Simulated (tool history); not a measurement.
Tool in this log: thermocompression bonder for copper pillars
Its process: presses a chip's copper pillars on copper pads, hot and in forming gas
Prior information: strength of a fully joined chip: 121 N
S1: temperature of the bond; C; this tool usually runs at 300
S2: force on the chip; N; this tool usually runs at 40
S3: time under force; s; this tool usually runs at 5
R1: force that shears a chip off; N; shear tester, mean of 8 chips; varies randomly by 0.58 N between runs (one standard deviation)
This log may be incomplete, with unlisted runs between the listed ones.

Run 1, hour 0: usual settings. Result: R1 74.6 N.
Run 2, hour 10.2: usual settings. Result: R1 74.4 N.
Run 3, hour 21.3: usual settings. Result: R1 75.6 N.
Run 4, hour 29.6: usual settings. Result: R1 75.8 N.
Run 5, hour 37.9: usual settings but S3 6 s. Result: R1 78.2 N.
Run 6, hour 46.4: usual settings but S2 24 N, S3 6 s. Result: R1 50.9 N.
Run 7, hour 56.4: usual settings but S2 24 N, S3 6 s. Result: R1 50.1 N.
Run 8, hour 71.2: usual settings but S2 24 N, S3 6 s. Result: R1 50.7 N.
Run 9, hour 84.1: usual settings but S3 9 s. Result: R1 85.2 N.
Run 10, hour 94.7: usual settings but S3 9 s. Result: R1 85.6 N.
Run 11, hour 102.3: usual settings but S3 9 s. Result: R1 85.3 N.
Run 12, hour 113.4: usual settings but S3 9 s. Result: R1 85.3 N.
Run 13, hour 120.2: usual settings but S3 9 s. Result: R1 85.2 N.
Run 14, hour 130.6: usual settings but S3 9 s. Result: R1 86.4 N.
Run 15, hour 140.1: usual settings but S2 31 N. Result: R1 58.9 N.
Run 16, hour 153.3: usual settings but S1 287 C. Result: R1 66.5 N.
Run 17, hour 160.1: usual settings but S1 287 C. Result: R1 67 N.
Run 18, hour 174.8: usual settings but S1 287 C. Result: R1 66.5 N.
Run 19, hour 189.7: usual settings but S1 287 C. Result: R1 65.6 N.
Run 20, hour 196.9: usual settings but S1 287 C. Result: R1 65.3 N.
Run 21, hour 203.9: usual settings but S1 287 C. Result: R1 65.9 N.
Run 22, hour 216.2: usual settings but S1 309 C, S2 26 N, S3 3 s. Result: R1 43.6 N.
Run 23, hour 226.1: usual settings but S1 326 C, S3 7 s. Result: R1 86.9 N.
Run 24, hour 241.1: usual settings but S1 326 C, S3 7 s. Result: R1 88.6 N.
Run 25, hour 253.9: usual settings but S1 323 C, S2 30 N, S3 10 s. Result: R1 79.5 N.
Run 26, hour 260.5: usual settings but S1 323 C, S2 30 N, S3 10 s. Result: R1 78.3 N.
Run 27, hour 273.6: usual settings but S1 309 C, S2 30 N, S3 9 s. Result: R1 70.4 N.
Run 28, hour 282.5: usual settings but S1 309 C, S2 30 N, S3 9 s. Result: R1 71.2 N.
Run 29, hour 295.1: usual settings but S2 27 N. Result: R1 50 N.
At hour 300.8: forming gas filter changed.
Run 30, hour 303: usual settings but S1 281 C, S2 50 N, S3 4 s. Result: R1 77.6 N.
Run 31, hour 317.5: usual settings but S1 305 C, S2 38 N, S3 7 s. Result: R1 85.6 N.
Run 32, hour 328.4: usual settings but S1 304 C, S2 38 N, S3 3 s. Result: R1 67.2 N.
Run 33, hour 342.3: usual settings but S1 312 C, S2 38 N, S3 3 s. Result: R1 70.2 N.
Run 34, hour 353.4: usual settings but S1 312 C, S2 38 N, S3 3 s. Result: R1 69.7 N.
At hour 368.4: heater calibrated with a thermocouple chip.
Run 35, hour 369.2: usual settings but S1 328 C, S3 3 s. Result: R1 73.2 N.
Run 36, hour 381.3: usual settings but S1 298 C, S2 42 N, S3 9 s. Result: R1 84.1 N.
Run 37, hour 396.8: usual settings but S2 43 N. Result: R1 74.4 N.
Run 38, hour 405.2: usual settings but S2 43 N. Result: R1 74.9 N.
Run 39, hour 418.8: usual settings but S2 53 N, S3 15 s. Result: R1 105.4 N.

Pick out some run-to-run changes in R1. Of each, how much would a tool without hidden state show as well, from the settings, what came in and chance, and how much is left for the hidden state and any gauge scatter not in both results compared?
Hidden state at play: true temperature of the bond over the reading, C; force that reaches the chip, % of what is set; oxide that the forming gas leaves, % of the face; drift of the gauge itself on shear_n, %.
Run 8 -> 9: S2 24 -> 40, S3 6 -> 9. R1 +34.5 N: hidden state -2, all else +36.5.
Run 22 -> 23: S1 309 -> 326, S2 26 -> 40, S3 3 -> 7. R1 +43.3 N: hidden state -4.6, all else +47.9.
Run 29 -> 30: S1 300 -> 281, S2 27 -> 50, S3 5 -> 4, forming gas filter changed. R1 +27.6 N: hidden state +7.3, all else +20.3.
Run 34 -> 35: S1 312 -> 328, S2 38 -> 40, heater calibrated with a thermocouple chip. R1 +3.5 N: hidden state -7.1, all else +10.6.
Run 38 -> 39: S2 43 -> 53, S3 5 -> 15. R1 +30.5 N: hidden state -0.5, all else +31.

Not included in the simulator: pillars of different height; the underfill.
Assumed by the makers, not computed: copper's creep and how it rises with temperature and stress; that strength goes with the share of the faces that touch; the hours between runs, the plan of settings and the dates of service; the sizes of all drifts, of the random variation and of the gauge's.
